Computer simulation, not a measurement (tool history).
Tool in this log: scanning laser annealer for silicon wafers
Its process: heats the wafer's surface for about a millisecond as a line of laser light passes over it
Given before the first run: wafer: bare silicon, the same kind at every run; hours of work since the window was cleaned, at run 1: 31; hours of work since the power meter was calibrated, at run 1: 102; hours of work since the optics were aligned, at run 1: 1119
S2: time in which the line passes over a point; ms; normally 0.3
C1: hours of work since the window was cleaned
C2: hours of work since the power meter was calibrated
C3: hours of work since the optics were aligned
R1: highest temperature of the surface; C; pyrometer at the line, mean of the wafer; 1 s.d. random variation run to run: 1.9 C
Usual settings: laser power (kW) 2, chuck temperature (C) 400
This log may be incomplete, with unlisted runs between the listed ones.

run 1 hour=0 | laser_power_(kW)=2 S2=0.3 chuck_temperature_(C)=400 | C1=31 C2=102 C3=1119 | R1=1149
run 2 hour=12.1 | laser_power_(kW)=2 S2=0.35 chuck_temperature_(C)=400 | C1=36 C2=107 C3=1124 | R1=1208
run 3 hour=20.4 | laser_power_(kW)=2 S2=0.35 chuck_temperature_(C)=400 | C1=39 C2=111 C3=1127 | R1=1206
run 4 hour=27 | laser_power_(kW)=2 S2=0.267 chuck_temperature_(C)=400 | C1=42 C2=113 C3=1130 | R1=1112
run 5 hour=36.2 | laser_power_(kW)=2 S2=0.267 chuck_temperature_(C)=400 | C1=46 C2=117 C3=1133 | R1=1112
run 6 hour=43.2 | laser_power_(kW)=2 S2=0.267 chuck_temperature_(C)=400 | C1=48 C2=120 C3=1136 | R1=1109
run 7 hour=51.3 | laser_power_(kW)=2 S2=0.267 chuck_temperature_(C)=400 | C1=52 C2=123 C3=1139 | R1=1112
run 8 hour=59.5 | laser_power_(kW)=2 S2=0.3 chuck_temperature_(C)=400 | C1=55 C2=126 C3=1143 | R1=1153
run 9 hour=68.4 | laser_power_(kW)=2 S2=0.3 chuck_temperature_(C)=400 | C1=58 C2=130 C3=1146 | R1=1154
run 10 hour=76 | laser_power_(kW)=2 S2=0.3 chuck_temperature_(C)=400 | C1=61 C2=133 C3=1149 | R1=1153
run 11 hour=83.4 | laser_power_(kW)=2 S2=0.301 chuck_temperature_(C)=379 | C1=64 C2=136 C3=1152 | R1=1131
run 12 hour=92.1 | laser_power_(kW)=2.183 S2=0.25 chuck_temperature_(C)=426 | C1=68 C2=139 C3=1156 | R1=1182
run 13 hour=99.3 | laser_power_(kW)=2.183 S2=0.25 chuck_temperature_(C)=426 | C1=71 C2=142 C3=1159 | R1=1181
run 14 hour=108.9 | laser_power_(kW)=2.183 S2=0.25 chuck_temperature_(C)=426 | C1=75 C2=146 C3=1162 | R1=1187
run 15 hour=119.3 | laser_power_(kW)=2.183 S2=0.25 chuck_temperature_(C)=426 | C1=79 C2=150 C3=1167 | R1=1183
run 16 hour=129.3 | laser_power_(kW)=1.814 S2=0.321 chuck_temperature_(C)=364 | C1=83 C2=154 C3=1171 | R1=1059
run 17 hour=142.3 | laser_power_(kW)=1.817 S2=0.29 chuck_temperature_(C)=410 | C1=88 C2=159 C3=1176 | R1=1078
run 18 hour=155.1 | laser_power_(kW)=2.198 S2=0.264 chuck_temperature_(C)=398 | C1=93 C2=164 C3=1181 | R1=1181
run 19 hour=161.2 | laser_power_(kW)=2.037 S2=0.216 chuck_temperature_(C)=396 | C1=96 C2=167 C3=1183 | R1=1054
run 20 hour=171.4 | laser_power_(kW)=1.702 S2=0.31 chuck_temperature_(C)=388 | C1=100 C2=171 C3=1187 | R1=1028

Each row is a separate what-if for the run after 20, all from the same tool condition, not one after another. Results?
run A hour=177.3 | laser_power_(kW)=1.928 S2=0.227 chuck_temperature_(C)=388 | C1=102 C2=173 C3=1190 | R1=?
run B hour=177.3 | laser_power_(kW)=2 S2=0.254 chuck_temperature_(C)=391 | C1=102 C2=173 C3=1190 | R1=?
run C hour=177.3 | laser_power_(kW)=2.045 S2=0.275 chuck_temperature_(C)=367 | C1=102 C2=173 C3=1190 | R1=?

run=A R1=1022
run=B R1=1086
run=C R1=1106
What these runs would have given with no unlogged condition in the tool:
run=A R1=1022
run=B R1=1086
run=C R1=1106
